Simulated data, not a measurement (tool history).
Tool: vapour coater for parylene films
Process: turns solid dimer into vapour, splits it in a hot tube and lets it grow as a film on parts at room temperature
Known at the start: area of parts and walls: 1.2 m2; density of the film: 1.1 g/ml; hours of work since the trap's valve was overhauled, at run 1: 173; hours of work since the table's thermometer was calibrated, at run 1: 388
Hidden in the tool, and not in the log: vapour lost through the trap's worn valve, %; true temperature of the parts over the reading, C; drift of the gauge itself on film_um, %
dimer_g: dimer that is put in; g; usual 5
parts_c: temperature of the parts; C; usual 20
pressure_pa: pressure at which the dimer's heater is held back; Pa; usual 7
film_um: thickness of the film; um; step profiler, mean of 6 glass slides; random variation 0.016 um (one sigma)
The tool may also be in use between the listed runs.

| run | day | dimer_g | parts_c | pressure_pa | hours of work since the trap's valve was overhauled | hours of work since the table's thermometer was calibrated | film_um |
|---|---|---|---|---|---|---|---|
| 1 | 0 | 5 | 20 | 7 | 173 | 388 | 2.37 |
| 2 | 1.842 | 5 | 20 | 7 | 206 | 422 | 2.34 |
| 3 | 3.85 | 5 | 21 | 7 | 243 | 458 | 2.23 |
| 4 | 5.446 | 5 | 20 | 8.97 | 271 | 487 | 2.28 |
| 5 | 6.546 | 5 | 20 | 7 | 291 | 507 | 2.32 |
| 6 | 8.479 | 5 | 20 | 7 | 326 | 541 | 2.31 |
| 7 | 10.3 | 5 | 21 | 7 | 359 | 574 | 2.23 |
| 8 | 11.617 | 5 | 21 | 7 | 383 | 598 | 2.19 |
| 9 | 12.804 | 5 | 21 | 7 | 404 | 620 | 2.18 |
|  | 12.954 | table's thermometer calibrated |
| 10 | 14.371 | 5 | 21 | 7 | 432 | 26 | 2.17 |
| 11 | 15.379 | 5 | 20 | 7 | 450 | 44 | 2.24 |
|  | 16.204 | trap's valve overhauled |
| 12 | 17.067 | 5 | 20 | 7 | 16 | 71 | 2.4 |
| 13 | 18.754 | 4 | 20 | 2.57 | 46 | 102 | 2.08 |
| 14 | 20.354 | 6 | 28 | 2.57 | 75 | 131 | 2.34 |
| 15 | 21.217 | 6 | 28 | 2.57 | 91 | 146 | 2.38 |
|  | 21.383 | table's thermometer calibrated, once more |
| 16 | 22.325 | 8 | 25 | 2.45 | 110 | 17 | 3.53 |
| 17 | 23.396 | 5 | 32 | 4.32 | 129 | 36 | 1.66 |
| 18 | 24.271 | 5 | 32 | 4.32 | 145 | 52 | 1.62 |
| 19 | 25.75 | 6 | 20 | 11.19 | 172 | 79 | 2.71 |
| 20 | 27.521 | 6 | 20 | 2.35 | 204 | 111 | 3.09 |
| 21 | 29.267 | 4 | 20 | 5.85 | 235 | 142 | 1.9 |
| 22 | 30.746 | 4 | 20 | 5.85 | 262 | 169 | 1.88 |
| 23 | 31.788 | 6 | 22 | 4.67 | 281 | 188 | 2.68 |
| 24 | 33.679 | 3 | 22 | 4.36 | 315 | 222 | 1.35 |

Forecast each of these 3 alternatives for the next run:
| A | 35.396 | 9 | 27 | 4.36 | 346 | 253 | ? |
| B | 35.396 | 3 | 27 | 4.36 | 346 | 253 | ? |
| C | 35.396 | 5 | 24 | 3.43 | 346 | 253 | ? |

| run | film_um |
|---|---|
| A | 3.41 |
| B | 1.14 |
| C | 2.14 |
Without the tool's hidden state the same runs would have given:
| run | film_um |
|---|---|
| A | 3.64 |
| B | 1.22 |
| C | 2.29 |
